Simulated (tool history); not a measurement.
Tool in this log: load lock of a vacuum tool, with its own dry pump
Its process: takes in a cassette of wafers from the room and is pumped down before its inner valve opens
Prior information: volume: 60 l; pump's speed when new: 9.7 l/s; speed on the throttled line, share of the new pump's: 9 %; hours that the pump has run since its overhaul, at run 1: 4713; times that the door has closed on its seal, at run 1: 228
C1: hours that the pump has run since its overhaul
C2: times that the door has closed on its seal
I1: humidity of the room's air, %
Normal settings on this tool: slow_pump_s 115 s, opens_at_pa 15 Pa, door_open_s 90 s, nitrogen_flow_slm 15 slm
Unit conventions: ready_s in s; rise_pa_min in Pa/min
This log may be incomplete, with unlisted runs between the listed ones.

Run 1, day 0: usual settings; C1 4713; C2 228; I1 45.6. Result: ready_s 161.9 s, rise_pa_min 0.012 Pa/min.
Run 2, day 5.442: usual settings but door_open_s 55 s; C1 4843; C2 451; I1 41.5. Result: ready_s 162.6 s, rise_pa_min 0.014 Pa/min.
Run 3, day 8.596: usual settings but door_open_s 55 s; C1 4919; C2 581; I1 43.4. Result: ready_s 162.4 s, rise_pa_min 0.01 Pa/min.
Run 4, day 11.338: usual settings but opens_at_pa 23 Pa; C1 4985; C2 693; I1 47.3. Result: ready_s 159.6 s, rise_pa_min 0.014 Pa/min.
Run 5, day 15.967: usual settings but opens_at_pa 23 Pa; C1 5096; C2 882; I1 42.9. Result: ready_s 161.3 s, rise_pa_min 0.014 Pa/min.
Run 6, day 20.388: usual settings but opens_at_pa 23 Pa; C1 5202; C2 1064; I1 46.1. Result: ready_s 158.8 s, rise_pa_min 0.015 Pa/min.
Run 7, day 23.979: usual settings but opens_at_pa 23 Pa; C1 5288; C2 1211; I1 49.7. Result: ready_s 160.7 s, rise_pa_min 0.016 Pa/min.
Run 8, day 28.396: usual settings but opens_at_pa 23 Pa; C1 5394; C2 1392; I1 43.9. Result: ready_s 161.1 s, rise_pa_min 0.016 Pa/min.
Run 9, day 32.812: usual settings but opens_at_pa 23 Pa; C1 5500; C2 1572; I1 45.8. Result: ready_s 160.6 s, rise_pa_min 0.015 Pa/min.
Run 10, day 35.783: usual settings but door_open_s 74 s; C1 5571; C2 1694; I1 45.4. Result: ready_s 163.4 s, rise_pa_min 0.014 Pa/min.
Run 11, day 41.038: usual settings but door_open_s 74 s; C1 5698; C2 1909; I1 47.9. Result: ready_s 163.3 s, rise_pa_min 0.025 Pa/min.
Run 12, day 43.758: usual settings but door_open_s 74 s; C1 5763; C2 2021; I1 45. Result: ready_s 163 s, rise_pa_min 0.021 Pa/min.
Run 13, day 48.025: usual settings but door_open_s 44 s, nitrogen_flow_slm 20 slm; C1 5865; C2 2196; I1 46.5. Result: ready_s 163.9 s, rise_pa_min 0.017 Pa/min.
Run 14, day 51.25: usual settings but slow_pump_s 144 s, opens_at_pa 12 Pa, door_open_s 40 s, nitrogen_flow_slm 22 slm; C1 5943; C2 2328; I1 43.8. Result: ready_s 190.5 s, rise_pa_min 0.015 Pa/min.
Run 15, day 56.042: usual settings but slow_pump_s 91 s, opens_at_pa 11 Pa, door_open_s 29 s, nitrogen_flow_slm 24 slm; C1 6058; C2 2524; I1 42.7. Result: ready_s 145.1 s, rise_pa_min 0.012 Pa/min.
Run 16, day 59.062: usual settings but opens_at_pa 26 Pa, nitrogen_flow_slm 7 slm; C1 6130; C2 2648; I1 44. Result: ready_s 160.7 s, rise_pa_min 0.024 Pa/min.
Run 17, day 62.292: usual settings but opens_at_pa 26 Pa, nitrogen_flow_slm 7 slm; C1 6208; C2 2780; I1 46. Result: ready_s 160.4 s, rise_pa_min 0.031 Pa/min.
Run 18, day 66.421: usual settings but slow_pump_s 101 s, nitrogen_flow_slm 19 slm; C1 6307; C2 2949; I1 41.8. Result: ready_s 151.2 s, rise_pa_min 0.021 Pa/min.
Run 19, day 70.671: usual settings but slow_pump_s 101 s, nitrogen_flow_slm 19 slm; C1 6409; C2 3123; I1 44.6. Result: ready_s 151.1 s, rise_pa_min 0.02 Pa/min.
Run 20, day 75.925: usual settings but slow_pump_s 155 s, nitrogen_flow_slm 12 slm; C1 6535; C2 3339; I1 46.6. Result: ready_s 200 s, rise_pa_min 0.026 Pa/min.
Run 21, day 80.796: usual settings but slow_pump_s 156 s, opens_at_pa 26 Pa, door_open_s 59 s, nitrogen_flow_slm 8 slm; C1 6652; C2 3538; I1 44.6. Result: ready_s 197.9 s, rise_pa_min 0.026 Pa/min.
Run 22, day 84.438: usual settings but slow_pump_s 99 s, opens_at_pa 10 Pa, door_open_s 137 s; C1 6739; C2 3687; I1 47.6. Result: ready_s 153 s, rise_pa_min 0.029 Pa/min.
Run 23, day 88.617: usual settings but slow_pump_s 59 s, nitrogen_flow_slm 6 slm; C1 6839; C2 3858; I1 47.7. Result: ready_s 113.3 s, rise_pa_min 0.037 Pa/min.
Run 24, day 91.508: usual settings but slow_pump_s 215 s, opens_at_pa 17 Pa; C1 6909; C2 3977; I1 44. Result: ready_s 252.6 s, rise_pa_min 0.029 Pa/min.

What if the next run were any one of these 4? Each begins from the tool's condition after run 24:
Run A, day 94.708: usual settings but slow_pump_s 117 s, opens_at_pa 12 Pa; C1 6986; C2 4108; I1 46.6. Result: ready_s ?, rise_pa_min ?.
Run B, day 94.708: usual settings but slow_pump_s 61 s, opens_at_pa 17 Pa, door_open_s 175 s; C1 6986; C2 4108; I1 43.1. Result: ready_s ?, rise_pa_min ?.
Run C, day 94.708: usual settings but slow_pump_s 162 s, door_open_s 158 s; C1 6986; C2 4108; I1 44.3. Result: ready_s ?, rise_pa_min ?.
Run D, day 94.708: usual settings but slow_pump_s 149 s, door_open_s 44 s; C1 6986; C2 4108; I1 45.8. Result: ready_s ?, rise_pa_min ?.

run  ready_s  rise_pa_min
  A    166.4         0.03
  B    114.5         0.03
  C    206.7        0.037
  D    196.5        0.026
What these runs would have given with no unlogged condition in the tool:
run  ready_s  rise_pa_min
  A    161.6        0.012
  B    109.4        0.012
  C    202.4        0.019
  D    192.2        0.008

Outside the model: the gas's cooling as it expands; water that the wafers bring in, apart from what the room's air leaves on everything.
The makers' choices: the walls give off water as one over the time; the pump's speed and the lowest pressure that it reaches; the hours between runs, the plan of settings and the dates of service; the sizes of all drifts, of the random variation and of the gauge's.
